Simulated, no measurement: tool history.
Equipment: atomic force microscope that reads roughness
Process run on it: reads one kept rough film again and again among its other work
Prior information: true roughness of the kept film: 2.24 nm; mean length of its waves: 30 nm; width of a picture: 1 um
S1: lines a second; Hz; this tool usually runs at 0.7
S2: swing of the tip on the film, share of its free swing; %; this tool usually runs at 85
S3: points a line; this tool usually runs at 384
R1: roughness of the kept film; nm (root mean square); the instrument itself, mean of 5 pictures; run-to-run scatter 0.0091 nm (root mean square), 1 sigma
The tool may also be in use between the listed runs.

{"run": 1, "day": 0.0, "S1": 0.7, "S2": 85, "S3": 384, "R1": 2.01}
{"run": 2, "day": 0.979, "S1": 0.7, "S2": 85, "S3": 384, "R1": 1.988}
{"run": 3, "day": 2.388, "S1": 0.7, "S2": 85, "S3": 384, "R1": 1.957}
{"run": 4, "day": 3.171, "S1": 0.7, "S2": 85, "S3": 384, "R1": 1.944}
{"run": 5, "day": 3.962, "S1": 0.7, "S2": 85, "S3": 384, "R1": 1.921}
{"run": 6, "day": 5.038, "S1": 0.7, "S2": 85, "S3": 384, "R1": 1.894}
{"run": 7, "day": 6.088, "S1": 0.7, "S2": 85, "S3": 384, "R1": 1.873}
{"run": 8, "day": 6.721, "S1": 0.7, "S2": 85, "S3": 384, "R1": 1.858}
{"day": 7.1, "done": "new tip fitted"}
{"run": 9, "day": 7.45, "S1": 0.7, "S2": 85, "S3": 384, "R1": 2.01}
{"run": 10, "day": 8.846, "S1": 0.7, "S2": 85, "S3": 384, "R1": 1.976}
{"run": 11, "day": 10.254, "S1": 0.7, "S2": 85, "S3": 384, "R1": 1.959}
{"run": 12, "day": 11.171, "S1": 0.7, "S2": 85, "S3": 384, "R1": 1.946}
{"run": 13, "day": 12.188, "S1": 0.7, "S2": 85, "S3": 384, "R1": 1.923}
{"run": 14, "day": 13.167, "S1": 2.516, "S2": 85, "S3": 862, "R1": 1.737}
{"run": 15, "day": 13.792, "S1": 3.72, "S2": 85, "S3": 322, "R1": 1.604}
{"run": 16, "day": 14.521, "S1": 3.72, "S2": 85, "S3": 322, "R1": 1.601}
{"run": 17, "day": 15.512, "S1": 3.72, "S2": 85, "S3": 322, "R1": 1.579}
{"day": 15.7, "done": "new tip fitted"}
{"run": 18, "day": 17.025, "S1": 3.047, "S2": 64, "S3": 322, "R1": 1.948}

Hidden state or all else? Some run-to-run changes of R1, split into what the settings, what came in and random variation would give without the hidden state, and what is left for the hidden state (with any gauge scatter that isn't in both results):
The hidden state here: radius of the tip, nm; height scale over the true one, %; drift of the gauge itself on roughness_nm, %.
Run 8 -> 9: new tip fitted. R1 +0.152 nm (root mean square): hidden state +0.145, all else +0.007.
Run 17 -> 18: S1 3.72 -> 3.047, S2 85 -> 64, new tip fitted. R1 +0.369 nm (root mean square): hidden state +0.096, all else +0.273.
